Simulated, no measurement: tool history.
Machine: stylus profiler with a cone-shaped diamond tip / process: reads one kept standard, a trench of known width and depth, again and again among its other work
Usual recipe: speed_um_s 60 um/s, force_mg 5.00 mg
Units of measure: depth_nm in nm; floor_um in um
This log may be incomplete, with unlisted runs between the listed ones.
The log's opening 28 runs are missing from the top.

| run | hour | speed_um_s | force_mg | depth_nm | floor_um |
|---|---|---|---|---|---|
| 29 | 2272.2 | 118 | 7.07 | 102.10 | 98.22 |
| 30 | 2386.5 | 118 | 7.07 | 102.09 | 98.26 |
|  | 2464.1 | height scale calibrated on a step standard |
| 31 | 2505.2 | 118 | 7.07 | 102.09 | 98.30 |
| 32 | 2611.6 | 190 | 13.93 | 103.30 | 98.19 |
| 33 | 2667.3 | 50 | 5.00 | 101.66 | 98.45 |
| 34 | 2759.9 | 91 | 5.00 | 101.67 | 98.26 |
| 35 | 2822.0 | 23 | 3.47 | 101.31 | 98.54 |
| 36 | 2877.6 | 87 | 1.68 | 100.79 | 98.12 |
| 37 | 2957.9 | 87 | 4.58 | 101.59 | 98.25 |
| 38 | 3070.6 | 35 | 3.93 | 101.41 | 98.45 |
| 39 | 3155.1 | 28 | 4.12 | 101.49 | 98.54 |
| 40 | 3252.8 | 28 | 4.12 | 101.49 | 98.52 |
| 41 | 3350.5 | 28 | 4.12 | 101.45 | 98.46 |

Forecast each of these 4 alternatives for the next run:
| A | 3406.5 | 56 | 2.58 | ? | ? |
| B | 3406.5 | 32 | 4.12 | ? | ? |
| C | 3406.5 | 90 | 1.87 | ? | ? |
| D | 3406.5 | 90 | 3.24 | ? | ? |

| run | depth_nm | floor_um |
|---|---|---|
| A | 101.06 | 98.26 |
| B | 101.47 | 98.51 |
| C | 100.86 | 98.12 |
| D | 101.22 | 98.24 |
Stripped of hidden state, with their random variation kept, the same runs would have yielded:
| run | depth_nm | floor_um |
|---|---|---|
| A | 101.06 | 98.28 |
| B | 101.47 | 98.53 |
| C | 100.86 | 98.14 |
| D | 101.22 | 98.26 |
